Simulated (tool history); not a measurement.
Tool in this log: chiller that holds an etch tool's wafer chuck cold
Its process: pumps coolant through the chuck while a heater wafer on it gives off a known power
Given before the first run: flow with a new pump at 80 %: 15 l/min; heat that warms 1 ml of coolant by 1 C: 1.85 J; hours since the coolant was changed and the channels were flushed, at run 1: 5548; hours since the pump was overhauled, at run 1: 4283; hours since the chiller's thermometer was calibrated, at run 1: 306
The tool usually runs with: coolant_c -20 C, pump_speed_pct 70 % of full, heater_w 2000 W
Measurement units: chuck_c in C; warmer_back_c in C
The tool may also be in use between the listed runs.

run,hour,coolant_c,pump_speed_pct,heater_w,hours since the coolant was changed and the channels were flushed,hours since the pump was overhauled,hours since the chiller's thermometer was calibrated,chuck_c,warmer_back_c
1,0,-20,70,2000,5548,4283,306,-2.9,5.2
2,65.4,-25,70,2000,5614,4348,371,-7.9,5.18
3,147,-25,70,2000,5695,4430,453,-7.9,5.2
4,254.9,-25,70,2000,5803,4538,561,-7.6,5.18
5,349,-20,70,2000,5897,4632,655,-2.7,5.14
6,452.6,-20,70,2000,6001,4736,758,-2.6,5.2
7,566.1,-20,88,2000,6114,4849,872,-4.8,4.03
8,652.1,-20,72,2000,6200,4935,958,-2.9,5.07
9,732.5,-20,72,2000,6281,5015,1038,-2.9,5.04
10,824.7,-20,96,2000,6373,5108,1130,-5.3,3.73
11,940,-20,70,2000,6488,5223,1246,-2.4,5.2
12,1030.1,-20,70,2000,6578,5313,1336,-2.4,5.17
13,1115.7,-20,70,2000,6664,5399,1421,-2.4,5.2
14,1199.9,-20,70,2172,6748,5483,1506,-0.8,5.66
15,1269.6,-20,70,2172,6818,5552,1575,-0.8,5.61
16,1383.6,-20,70,2936,6932,5666,1689,6.1,7.66
17,1501.3,-20,70,2936,7050,5784,1807,6.3,7.69
18,1559.1,-29,70,2936,7107,5842,1865,-2.9,7.64
# hour 1571.3: coolant pump overhauled
19,1613.3,-20,79,1635,7157,42,1914,-6.3,3.87
20,1696.9,-14,79,1353,7240,126,1998,-2.7,3.24
21,1812.7,-20,70,1484,7356,241,2113,-6.6,4.01
22,1914,-20,70,1484,7457,343,2215,-6.5,4.04
23,2006.4,-18,70,2000,7550,435,2307,0.2,5.4
24,2101.5,-21,70,2677,7645,530,2402,3.6,7.28
# hour 2183.1: coolant pump overhauled, once more
25,2218.4,-15,72,1353,7757,35,2514,-3.5,3.24
# hour 2252.1: coolant changed, channels flushed
26,2276.7,-23,60,1353,25,88,2566,-12.1,3.96
27,2345.3,-28,87,1694,93,156,2635,-17,3.27
28,2422.8,-16,87,1844,171,234,2712,-4,3.64
29,2503.4,-13,64,1995,251,314,2793,2.7,5.43
30,2596.7,-13,64,1995,345,408,2886,2.6,5.45
31,2658.5,-13,64,1995,406,469,2948,2.8,5.44
# hour 2703.3: chiller's thermometer calibrated
32,2729.8,-24,70,2000,477,540,26,-8.7,5

Consider 3 possible next runs. They are alternatives, not a sequence: every one starts from the tool as it was left by run 32. What does each give?
A,2784,-15,70,2529,531,594,81,?,?
B,2784,-24,70,2699,531,594,81,?,?
C,2784,-16,70,1146,531,594,81,?,?

run,chuck_c,warmer_back_c
A,4.2,6.37
B,-3.4,6.68
C,-7.2,2.9
Stripped of hidden state, with their random variation kept, the same runs would have yielded:
run,chuck_c,warmer_back_c
A,3.9,6.37
B,-3.7,6.69
C,-7.4,2.9
